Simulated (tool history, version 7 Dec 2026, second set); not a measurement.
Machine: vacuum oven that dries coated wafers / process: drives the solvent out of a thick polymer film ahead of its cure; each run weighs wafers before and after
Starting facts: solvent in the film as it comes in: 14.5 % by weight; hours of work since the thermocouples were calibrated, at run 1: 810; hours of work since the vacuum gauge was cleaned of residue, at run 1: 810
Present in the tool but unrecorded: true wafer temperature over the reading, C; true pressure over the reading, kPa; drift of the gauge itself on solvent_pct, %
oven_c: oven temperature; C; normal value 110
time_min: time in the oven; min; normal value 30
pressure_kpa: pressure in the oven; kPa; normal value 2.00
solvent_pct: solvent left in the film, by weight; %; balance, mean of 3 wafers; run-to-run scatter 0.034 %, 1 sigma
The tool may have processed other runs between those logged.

run	hour	oven_c	time_min	pressure_kpa	hours of work since the thermocouples were calibrated	hours of work since the vacuum gauge was cleaned of residue	solvent_pct
1	0.0	110	30	2.00	810	810	1.79
2	49.2	110	32	2.00	835	835	1.66
3	135.8	110	32	2.00	879	879	1.66
4	184.0	110	32	2.00	903	903	1.65
5	228.6	119	32	2.00	926	926	0.98
6	270.0	119	32	2.00	947	947	1.00
7	341.5	110	30	2.00	983	983	1.85
# hour 347.1: oven's thermocouples calibrated
8	412.2	110	30	2.00	33	1018	1.80
# hour 434.6: vacuum gauge cleaned of residue and calibrated
9	468.3	110	30	2.00	61	17	1.68
10	556.8	110	30	2.00	105	62	1.71
11	633.0	110	30	2.00	144	100	1.70
12	703.3	110	30	2.00	180	136	1.69
13	781.3	112	30	1.43	219	175	1.22
14	842.9	122	30	1.19	250	207	0.53
# hour 872.5: oven's thermocouples calibrated, once more
15	933.1	122	30	1.19	31	251	0.52
16	1000.2	110	19	2.00	65	285	2.95
17	1067.6	120	24	1.26	99	319	0.86
18	1111.4	123	23	1.13	121	342	0.72
19	1175.8	103	32	1.13	154	374	2.07
20	1243.4	103	32	1.13	188	408	1.99
21	1331.0	103	32	1.13	232	453	2.05
22	1418.0	103	32	1.13	276	497	2.10
23	1486.0	110	48	1.75	310	531	1.06
24	1557.9	110	30	5.66	347	568	3.36

Here are 3 independent what-if runs from the current tool condition. What would each one return?
A	1624.4	110	30	6.54	381	601	?
B	1624.4	100	30	2.00	381	601	?
C	1624.4	107	36	1.44	381	601	?

run	solvent_pct
A	3.66
B	3.30
C	1.40
With no hidden state in the tool, these same runs would have given:
run	solvent_pct
A	3.56
B	3.18
C	1.29
